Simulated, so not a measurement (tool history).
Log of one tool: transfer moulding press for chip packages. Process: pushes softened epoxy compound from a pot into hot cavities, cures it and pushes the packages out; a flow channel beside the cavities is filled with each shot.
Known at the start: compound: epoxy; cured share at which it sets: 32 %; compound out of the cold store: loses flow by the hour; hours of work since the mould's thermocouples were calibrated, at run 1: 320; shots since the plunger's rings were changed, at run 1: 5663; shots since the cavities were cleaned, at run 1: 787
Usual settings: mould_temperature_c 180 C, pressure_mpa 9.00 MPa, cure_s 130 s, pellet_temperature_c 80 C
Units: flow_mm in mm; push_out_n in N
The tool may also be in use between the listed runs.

| run | hour | mould_temperature_c | pressure_mpa | cure_s | pellet_temperature_c | hours of work since the mould's thermocouples were calibrated | shots since the plunger's rings were changed | shots since the cavities were cleaned | incoming compound's hours out of the cold store | flow_mm | push_out_n |
|---|---|---|---|---|---|---|---|---|---|---|---|
| 1 | 0.0 | 180 | 9.00 | 130 | 80 | 320 | 5663 | 787 | 21.8 | 647 | 648 |
| 2 | 12.2 | 180 | 9.00 | 130 | 80 | 328 | 5774 | 898 | 41.9 | 565 | 645 |
| 3 | 23.3 | 180 | 10.83 | 130 | 80 | 336 | 5874 | 998 | 8.3 | 779 | 667 |
|  | 27.9 | cavities cleaned with cleaning compound and waxed |
| 4 | 31.3 | 180 | 10.83 | 130 | 80 | 340 | 5934 | 31 | 19.0 | 720 | 396 |
| 5 | 42.0 | 180 | 10.83 | 130 | 80 | 347 | 6030 | 127 | 36.4 | 635 | 440 |
| 6 | 52.8 | 180 | 9.00 | 130 | 80 | 355 | 6129 | 226 | 27.8 | 615 | 479 |
| 7 | 62.7 | 180 | 9.00 | 130 | 80 | 361 | 6219 | 316 | 42.6 | 558 | 512 |
| 8 | 72.8 | 180 | 9.00 | 146 | 80 | 368 | 6310 | 407 | 33.5 | 594 | 526 |
| 9 | 78.4 | 180 | 9.00 | 146 | 80 | 372 | 6361 | 458 | 20.4 | 643 | 546 |
| 10 | 89.2 | 180 | 9.00 | 130 | 80 | 379 | 6459 | 556 | 28.1 | 603 | 599 |
|  | 92.3 | mould's thermocouples calibrated |
| 11 | 100.2 | 180 | 9.00 | 130 | 80 | 5 | 6540 | 637 | 39.9 | 560 | 628 |
|  | 107.2 | plunger's sealing rings changed |
|  | 116.4 | mould's thermocouples calibrated, once more |
| 12 | 116.5 | 180 | 9.00 | 155 | 80 | 0 | 65 | 744 | 21.1 | 733 | 598 |
| 13 | 126.2 | 180 | 9.00 | 130 | 80 | 7 | 154 | 833 | 31.2 | 678 | 639 |
| 14 | 132.9 | 180 | 9.00 | 130 | 84 | 11 | 215 | 894 | 40.0 | 641 | 658 |
| 15 | 145.5 | 180 | 9.00 | 130 | 84 | 19 | 329 | 1008 | 28.2 | 699 | 665 |
|  | 148.7 | cavities cleaned with cleaning compound and waxed |
| 16 | 159.5 | 173 | 10.90 | 126 | 84 | 28 | 442 | 98 | 41.9 | 713 | 507 |
| 17 | 167.0 | 175 | 9.38 | 126 | 84 | 33 | 511 | 167 | 31.8 | 709 | 519 |
| 18 | 177.0 | 177 | 9.38 | 135 | 86 | 40 | 601 | 257 | 47.7 | 624 | 474 |
| 19 | 190.0 | 175 | 9.38 | 114 | 86 | 48 | 719 | 375 | 20.3 | 757 | 721 |
| 20 | 195.9 | 184 | 8.42 | 130 | 80 | 52 | 772 | 428 | 11.3 | 736 | 540 |
| 21 | 203.5 | 184 | 8.42 | 130 | 80 | 57 | 841 | 497 | 12.2 | 724 | 551 |
| 22 | 209.3 | 180 | 7.56 | 130 | 88 | 61 | 894 | 550 | 29.9 | 620 | 573 |
| 23 | 218.4 | 180 | 9.56 | 130 | 80 | 67 | 977 | 633 | 37.3 | 670 | 584 |
| 24 | 226.4 | 177 | 7.46 | 130 | 89 | 73 | 1050 | 706 | 11.3 | 706 | 691 |
| 25 | 240.3 | 177 | 7.46 | 130 | 89 | 82 | 1175 | 831 | 19.9 | 668 | 695 |
| 26 | 246.2 | 181 | 9.00 | 122 | 83 | 86 | 1229 | 885 | 40.2 | 625 | 649 |
| 27 | 258.0 | 181 | 9.00 | 122 | 83 | 94 | 1337 | 993 | 11.3 | 755 | 686 |
|  | 262.5 | cavities cleaned with cleaning compound and waxed |
| 28 | 269.0 | 181 | 9.00 | 122 | 83 | 100 | 1423 | 60 | 10.4 | 757 | 395 |

3 ways to go on from here, each from the tool as it stands after run 28. What would each give?
| A | 281.1 | 181 | 9.00 | 134 | 79 | 108 | 1532 | 169 | 32.7 | ? | ? |
| B | 281.1 | 183 | 9.00 | 123 | 80 | 108 | 1532 | 169 | 10.8 | ? | ? |
| C | 281.1 | 178 | 9.33 | 168 | 83 | 108 | 1532 | 169 | 14.8 | ? | ? |

| run | flow_mm | push_out_n |
|---|---|---|
| A | 658 | 435 |
| B | 756 | 441 |
| C | 759 | 417 |
Without the tool's hidden state the same runs would have given:
| run | flow_mm | push_out_n |
|---|---|---|
| A | 678 | 357 |
| B | 780 | 361 |
| C | 783 | 340 |
